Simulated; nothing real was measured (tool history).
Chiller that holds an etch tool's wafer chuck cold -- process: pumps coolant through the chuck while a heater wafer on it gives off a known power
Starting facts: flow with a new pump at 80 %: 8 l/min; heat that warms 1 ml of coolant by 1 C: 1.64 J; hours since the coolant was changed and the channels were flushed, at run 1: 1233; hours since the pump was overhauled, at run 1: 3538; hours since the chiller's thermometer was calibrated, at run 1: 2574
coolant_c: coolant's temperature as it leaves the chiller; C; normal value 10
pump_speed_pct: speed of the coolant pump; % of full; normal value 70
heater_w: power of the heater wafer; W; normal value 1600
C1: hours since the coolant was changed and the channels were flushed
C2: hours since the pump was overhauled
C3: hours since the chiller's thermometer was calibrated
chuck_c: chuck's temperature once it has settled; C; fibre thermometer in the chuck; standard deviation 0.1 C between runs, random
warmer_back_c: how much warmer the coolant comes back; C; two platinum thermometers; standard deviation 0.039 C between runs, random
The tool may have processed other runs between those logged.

Run 1, day 0: usual settings; C1 1233; C2 3538; C3 2574. Result: chuck_c 25.7 C, warmer_back_c 9.14 C.
Run 2, day 2.983: usual settings; C1 1304; C2 3610; C3 2645. Result: chuck_c 25.7 C, warmer_back_c 9.2 C.
Run 3, day 7.479: usual settings; C1 1412; C2 3718; C3 2753. Result: chuck_c 25.8 C, warmer_back_c 9.16 C.
Run 4, day 10.233: usual settings; C1 1479; C2 3784; C3 2819. Result: chuck_c 25.9 C, warmer_back_c 9.12 C.
Run 5, day 13.104: usual settings; C1 1547; C2 3853; C3 2888. Result: chuck_c 26 C, warmer_back_c 9.18 C.
Run 6, day 16.375: usual settings; C1 1626; C2 3931; C3 2967. Result: chuck_c 25.8 C, warmer_back_c 9.14 C.
Run 7, day 18.475: usual settings; C1 1676; C2 3982; C3 3017. Result: chuck_c 25.8 C, warmer_back_c 9.2 C.
At day 18.925: coolant pump overhauled.
Run 8, day 22.746: usual settings; C1 1774; C2 92; C3 3115. Result: chuck_c 26.2 C, warmer_back_c 9.34 C.
Run 9, day 26.117: usual settings; C1 1855; C2 173; C3 3195. Result: chuck_c 26.1 C, warmer_back_c 9.3 C.
Run 10, day 28.862: usual settings; C1 1921; C2 238; C3 3261. Result: chuck_c 26.2 C, warmer_back_c 9.37 C.
Run 11, day 33.3: usual settings; C1 2027; C2 345; C3 3368. Result: chuck_c 26.4 C, warmer_back_c 9.41 C.
Run 12, day 36.667: usual settings; C1 2108; C2 426; C3 3449. Result: chuck_c 26.3 C, warmer_back_c 9.43 C.
Run 13, day 41.433: usual settings but coolant_c 4 C, heater_w 1144 W; C1 2222; C2 540; C3 3563. Result: chuck_c 15.6 C, warmer_back_c 6.77 C.
At day 41.925: coolant pump overhauled, once more.
Run 14, day 44.175: usual settings but coolant_c 4 C, pump_speed_pct 87 % of full, heater_w 892 W; C1 2283; C2 54; C3 3624. Result: chuck_c 10.7 C, warmer_back_c 3.71 C.
At day 47.546: chiller's thermometer calibrated.
Run 15, day 47.833: usual settings but coolant_c 4 C, pump_speed_pct 87 % of full, heater_w 892 W; C1 2370; C2 141; C3 7. Result: chuck_c 11.3 C, warmer_back_c 3.74 C.
Run 16, day 52.629: usual settings but pump_speed_pct 75 % of full, heater_w 852 W; C1 2485; C2 256; C3 122. Result: chuck_c 17.8 C, warmer_back_c 4.19 C.
Run 17, day 55.342: usual settings but coolant_c 6 C, pump_speed_pct 81 % of full, heater_w 1530 W; C1 2550; C2 321; C3 187. Result: chuck_c 19.2 C, warmer_back_c 6.88 C.

Forecast each of these 4 alternatives for the next run:
Run A, day 57.346: usual settings but coolant_c 7 C, pump_speed_pct 89 % of full, heater_w 1530 W; C1 2598; C2 369; C3 235. Result: chuck_c ?, warmer_back_c ?.
Run B, day 57.346: usual settings but coolant_c 7 C, pump_speed_pct 74 % of full, heater_w 1693 W; C1 2598; C2 369; C3 235. Result: chuck_c ?, warmer_back_c ?.
Run C, day 57.346: usual settings but coolant_c 15 C, pump_speed_pct 64 % of full, heater_w 1530 W; C1 2598; C2 369; C3 235. Result: chuck_c ?, warmer_back_c ?.
Run D, day 57.346: usual settings but pump_speed_pct 78 % of full, heater_w 1853 W; C1 2598; C2 369; C3 235. Result: chuck_c ?, warmer_back_c ?.

run  chuck_c  warmer_back_c
  A       19           6.26
  B     22.9           8.52
  C       31           9.07
  D     26.6           8.77
Without the tool's hidden state the same runs would have given:
run  chuck_c  warmer_back_c
  A     18.5           6.22
  B     22.3           8.46
  C     30.4              9
  D     25.9            8.7
